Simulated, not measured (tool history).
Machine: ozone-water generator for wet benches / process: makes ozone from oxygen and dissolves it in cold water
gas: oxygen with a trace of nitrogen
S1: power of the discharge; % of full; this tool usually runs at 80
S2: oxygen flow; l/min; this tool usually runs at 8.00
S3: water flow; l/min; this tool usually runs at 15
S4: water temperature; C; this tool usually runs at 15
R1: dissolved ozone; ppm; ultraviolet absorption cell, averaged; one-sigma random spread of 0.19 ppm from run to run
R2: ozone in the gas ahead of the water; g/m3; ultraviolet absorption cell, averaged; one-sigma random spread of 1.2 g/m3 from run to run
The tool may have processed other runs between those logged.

run   hour  S1     S2  S3  S4    R1     R2
  1    0.0  80   8.00  15  15  24.7  224.8
  2   19.6  80   8.00  15  15  24.2  222.5
  3   47.2  80   8.00  15  15  24.8  224.7
  4   70.0  80   8.00  14  15  25.9  225.2
  5   97.9  80   8.00  15  15  24.8  220.8
  6  132.1  80   8.00  15  15  24.5  223.4
  7  150.7  80   8.00  15  15  24.8  224.7
  8  166.6  80   8.00  15  15  24.8  222.2
  9  192.8  80   8.00  15  15  24.7  223.1
 10  222.0  80   8.00  15  11  26.4  222.5
 11  248.0  80   8.00  15  11  26.4  223.7
 12  269.6  80   8.00  15  10  26.8  220.3
 13  293.0  80   8.00  15  10  27.2  224.0
 14  316.0  74   8.00  15  10  25.2  206.0
 15  339.8  74   8.00  15  10  25.1  209.6
 16  364.3  80   8.00  15  15  24.2  222.6
 17  397.4  58   8.00  12  15  22.1  169.9
 18  426.9  79  13.14  15  21  19.6  173.8
 19  450.7  80  10.48  15  15  23.9  195.7
 20  468.5  80  10.48  15  15  23.6  195.8
 21  504.1  80   4.19  15  16  24.1  299.7
 22  533.2  80   4.19  15  16  23.8  299.1
 23  549.1  80   8.00  15  22  21.3  220.0
 24  574.6  80   8.00   9  22  29.5  218.9
 25  599.4  95   4.57  15  15  27.8  329.8
 26  617.8  80   7.76  15  15  24.1  222.2
 27  635.6  65   8.00  16  15  19.5  185.7
 28  671.1  80   8.00  11  15  30.5  221.4
 29  702.3  57   4.53  20   8  14.9  217.6
 30  729.7  80   5.20  15   8  26.8  268.1
 31  766.2  94   5.20  12  13  35.0  306.1

Each run again, without the hidden state but with its own random variation kept:
The hidden state here: yield of the discharge, % of new electrodes'; contactor's efficiency, % of a clean one's; true water temperature over the reading, C; drift of the gauge itself on ozone_ppm, %; drift of the gauge itself on gas_g_m3, %.
run    R1     R2
  1  27.0  227.5
  2  26.4  225.3
  3  27.1  227.6
  4  28.3  228.2
  5  27.1  223.8
  6  26.9  226.6
  7  27.1  228.1
  8  27.2  225.5
  9  27.1  226.6
 10  29.0  226.0
 11  29.0  227.3
 12  29.5  224.0
 13  30.0  227.8
 14  27.7  209.4
 15  27.6  213.1
 16  26.7  226.6
 17  24.2  172.2
 18  21.7  177.1
 19  26.4  199.5
 20  26.0  199.7
 21  26.6  305.8
 22  26.3  305.3
 23  23.5  224.7
 24  32.4  223.7
 25  30.8  338.0
 26  26.7  227.1
 27  21.6  189.2
 28  33.6  226.5
 29  16.5  221.4
 30  29.8  274.5
 31  38.9  314.5
